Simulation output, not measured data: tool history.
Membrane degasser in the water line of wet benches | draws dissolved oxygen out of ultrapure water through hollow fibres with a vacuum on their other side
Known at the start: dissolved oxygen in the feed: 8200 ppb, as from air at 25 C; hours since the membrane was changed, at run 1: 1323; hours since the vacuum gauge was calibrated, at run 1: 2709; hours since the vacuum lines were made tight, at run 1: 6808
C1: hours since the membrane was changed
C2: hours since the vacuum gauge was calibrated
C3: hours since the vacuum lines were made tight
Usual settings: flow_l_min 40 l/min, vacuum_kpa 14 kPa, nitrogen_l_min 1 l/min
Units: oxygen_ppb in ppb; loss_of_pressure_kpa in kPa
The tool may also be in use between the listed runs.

{"run": 1, "day": 0.0, "flow_l_min": 40, "vacuum_kpa": 14, "nitrogen_l_min": 1, "C1": 1323, "C2": 2709, "C3": 6808, "oxygen_ppb": 802.5, "loss_of_pressure_kpa": 37.6}
{"run": 2, "day": 2.117, "flow_l_min": 40, "vacuum_kpa": 14, "nitrogen_l_min": 1, "C1": 1374, "C2": 2760, "C3": 6858, "oxygen_ppb": 801.3, "loss_of_pressure_kpa": 37.59}
{"run": 3, "day": 3.346, "flow_l_min": 40, "vacuum_kpa": 14, "nitrogen_l_min": 1, "C1": 1403, "C2": 2790, "C3": 6888, "oxygen_ppb": 802.5, "loss_of_pressure_kpa": 37.72}
{"run": 4, "day": 4.779, "flow_l_min": 40, "vacuum_kpa": 14, "nitrogen_l_min": 1, "C1": 1438, "C2": 2824, "C3": 6922, "oxygen_ppb": 800.2, "loss_of_pressure_kpa": 37.88}
{"run": 5, "day": 6.154, "flow_l_min": 40, "vacuum_kpa": 14, "nitrogen_l_min": 2.17, "C1": 1471, "C2": 2857, "C3": 6955, "oxygen_ppb": 432.5, "loss_of_pressure_kpa": 37.28}
{"run": 6, "day": 7.842, "flow_l_min": 50, "vacuum_kpa": 14, "nitrogen_l_min": 2.17, "C1": 1511, "C2": 2898, "C3": 6996, "oxygen_ppb": 526.8, "loss_of_pressure_kpa": 47.15}
{"run": 7, "day": 10.021, "flow_l_min": 40, "vacuum_kpa": 14, "nitrogen_l_min": 1, "C1": 1563, "C2": 2950, "C3": 7048, "oxygen_ppb": 796.9, "loss_of_pressure_kpa": 37.92}
{"run": 8, "day": 12.112, "flow_l_min": 40, "vacuum_kpa": 14, "nitrogen_l_min": 1, "C1": 1614, "C2": 3000, "C3": 7098, "oxygen_ppb": 798, "loss_of_pressure_kpa": 37.39}
{"run": 9, "day": 13.875, "flow_l_min": 40, "vacuum_kpa": 14, "nitrogen_l_min": 1, "C1": 1656, "C2": 3043, "C3": 7141, "oxygen_ppb": 795.6, "loss_of_pressure_kpa": 37.47}
{"run": 10, "day": 15.779, "flow_l_min": 40, "vacuum_kpa": 14, "nitrogen_l_min": 1, "C1": 1702, "C2": 3088, "C3": 7186, "oxygen_ppb": 793.8, "loss_of_pressure_kpa": 37.47}
{"run": 11, "day": 17.271, "flow_l_min": 57, "vacuum_kpa": 14, "nitrogen_l_min": 1, "C1": 1738, "C2": 3124, "C3": 7222, "oxygen_ppb": 1035.2, "loss_of_pressure_kpa": 53.67}
{"run": 12, "day": 18.746, "flow_l_min": 54, "vacuum_kpa": 14, "nitrogen_l_min": 1, "C1": 1773, "C2": 3159, "C3": 7257, "oxygen_ppb": 990.8, "loss_of_pressure_kpa": 50.84}
{"run": 13, "day": 20.954, "flow_l_min": 44, "vacuum_kpa": 14, "nitrogen_l_min": 1, "C1": 1826, "C2": 3212, "C3": 7310, "oxygen_ppb": 851.4, "loss_of_pressure_kpa": 41.52}
{"run": 14, "day": 22.067, "flow_l_min": 44, "vacuum_kpa": 14, "nitrogen_l_min": 1, "C1": 1853, "C2": 3239, "C3": 7337, "oxygen_ppb": 849.5, "loss_of_pressure_kpa": 41.45}
{"run": 15, "day": 23.571, "flow_l_min": 40, "vacuum_kpa": 14, "nitrogen_l_min": 1, "C1": 1889, "C2": 3275, "C3": 7373, "oxygen_ppb": 788.1, "loss_of_pressure_kpa": 37.43}
{"run": 16, "day": 26.133, "flow_l_min": 40, "vacuum_kpa": 14, "nitrogen_l_min": 1, "C1": 1950, "C2": 3337, "C3": 7435, "oxygen_ppb": 788.8, "loss_of_pressure_kpa": 37.54}
{"run": 17, "day": 27.538, "flow_l_min": 52, "vacuum_kpa": 12.2, "nitrogen_l_min": 0.97, "C1": 1984, "C2": 3370, "C3": 7468, "oxygen_ppb": 830.4, "loss_of_pressure_kpa": 49.17}

Forecast run 18:
{"run": 18, "day": 29.371, "flow_l_min": 31, "vacuum_kpa": 14, "nitrogen_l_min": 0.86, "C1": 2028, "C2": 3414, "C3": 7512, "oxygen_ppb": "?", "loss_of_pressure_kpa": "?"}

oxygen_ppb: 725.6 ppb
loss_of_pressure_kpa: 29.12 kPa
Without the tool's hidden state the same run would have given oxygen_ppb 740.8 ppb, loss_of_pressure_kpa 29.11 kPa.

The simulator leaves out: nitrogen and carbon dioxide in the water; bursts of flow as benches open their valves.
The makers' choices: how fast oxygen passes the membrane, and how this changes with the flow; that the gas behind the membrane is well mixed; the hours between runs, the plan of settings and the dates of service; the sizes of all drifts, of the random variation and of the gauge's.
